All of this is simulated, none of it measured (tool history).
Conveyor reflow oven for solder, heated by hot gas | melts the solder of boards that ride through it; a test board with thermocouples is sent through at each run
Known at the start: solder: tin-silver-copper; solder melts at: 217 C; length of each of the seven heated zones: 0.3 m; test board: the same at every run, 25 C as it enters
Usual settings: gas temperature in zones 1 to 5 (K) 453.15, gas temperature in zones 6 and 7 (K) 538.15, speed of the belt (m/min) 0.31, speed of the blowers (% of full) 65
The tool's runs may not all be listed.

run	day	gas temperature in zones 1 to 5 (K)	gas temperature in zones 6 and 7 (K)	speed of the belt (m/min)	speed of the blowers (% of full)	highest temperature of the board (K)	time above the solder's melting point (s)
1	0	453.15	538.15	0.31	65	523.75	89.5
2	1.458	453.15	538.15	0.31	65	523.95	88.1
3	4.558	448.15	538.15	0.31	65	522.65	83.5
# day 4.967: flux residue cleaned out of gas plates and filters
4	7.483	448.15	538.15	0.31	65	523.75	85.5
5	9.467	448.15	538.15	0.31	65	523.95	86.3
6	11.6	448.15	538.15	0.31	65	523.35	86.3
7	14.012	448.15	538.15	0.31	65	523.25	86.4
8	17.354	448.15	538.15	0.359	65	518.75	66.9
# day 17.912: thermocouples of zones 6 and 7 changed
9	19.708	453.15	538.15	0.31	65	524.45	90.1
10	21.396	453.15	538.15	0.265	65	528.55	112.7
11	23.508	453.15	535.15	0.31	65	521.55	86.4
12	26.662	453.15	535.15	0.31	65	521.35	87.9
13	29.442	453.15	535.15	0.31	65	521.15	86.5
14	32.296	453.15	535.15	0.31	57	520.25	83.2
15	35.188	453.15	535.15	0.29	57	521.45	93.5
# day 36.062: flux residue cleaned out of gas plates and filters
16	37.833	445.15	538.15	0.26	66	528.15	111.7
17	39.717	445.15	538.15	0.26	66	527.95	111.9
18	41.217	453.15	538.15	0.31	53	522.85	88.3
19	44.554	464.15	538.15	0.31	53	524.55	97.9
20	46.592	464.15	538.15	0.31	53	524.05	98.9
21	48.412	464.15	538.15	0.31	53	524.35	98.5
22	50.421	454.15	538.15	0.31	66	523.95	92.3
# day 52.875: thermocouples of zones 6 and 7 changed
23	52.875	454.15	550.15	0.261	60	539.95	126.4
24	55.017	454.15	550.15	0.261	60	539.45	126.5
25	57.75	454.15	550.15	0.305	60	535.15	105.4
26	59.525	464.15	528.15	0.252	85	522.25	124.5
27	62.754	453.15	546.15	0.315	55	529.35	95.1
28	65.821	453.15	548.15	0.31	65	532.75	99.5
# day 67.162: flux residue cleaned out of gas plates and filters
29	67.429	453.15	535.15	0.31	55	520.85	87.6
30	69.421	446.15	547.15	0.31	54	529.85	94.4

Some steps in highest temperature of the board (K) between neighbouring runs. How much of each would the tool show without its hidden state too (settings, what came in, random variation), and how much is left for the hidden state, with any gauge scatter that isn't in both results?
The hidden state here: heat that the gas passes to the board, % of a clean oven's; belt's true speed, % of the reading; true gas temperature in zones 6 and 7 over the reading, C; drift of the gauge itself on peak_c, C; drift of the gauge itself on liquid_s, %.
Run 3 -> 4: flux residue cleaned out of gas plates and filters. highest temperature of the board (K) +1.1: hidden state +1, all else +0.1.
Run 15 -> 16: gas temperature in zones 1 to 5 (K) 453.15 -> 445.15, gas temperature in zones 6 and 7 (K) 535.15 -> 538.15, speed of the belt (m/min) 0.29 -> 0.26, speed of the blowers (% of full) 57 -> 66, flux residue cleaned out of gas plates and filters. highest temperature of the board (K) +6.7: hidden state +0.9, all else +5.8.
Run 22 -> 23: gas temperature in zones 6 and 7 (K) 538.15 -> 550.15, speed of the belt (m/min) 0.31 -> 0.261, speed of the blowers (% of full) 66 -> 60, thermocouples of zones 6 and 7 changed. highest temperature of the board (K) +16: hidden state +0.8, all else +15.2.
Run 25 -> 26: gas temperature in zones 1 to 5 (K) 454.15 -> 464.15, gas temperature in zones 6 and 7 (K) 550.15 -> 528.15, speed of the belt (m/min) 0.305 -> 0.252, speed of the blowers (% of full) 60 -> 85. highest temperature of the board (K) -12.9: hidden state -0.1, all else -12.8.
Run 28 -> 29: gas temperature in zones 6 and 7 (K) 548.15 -> 535.15, speed of the blowers (% of full) 65 -> 55, flux residue cleaned out of gas plates and filters. highest temperature of the board (K) -11.9: hidden state +1.3, all else -13.2.

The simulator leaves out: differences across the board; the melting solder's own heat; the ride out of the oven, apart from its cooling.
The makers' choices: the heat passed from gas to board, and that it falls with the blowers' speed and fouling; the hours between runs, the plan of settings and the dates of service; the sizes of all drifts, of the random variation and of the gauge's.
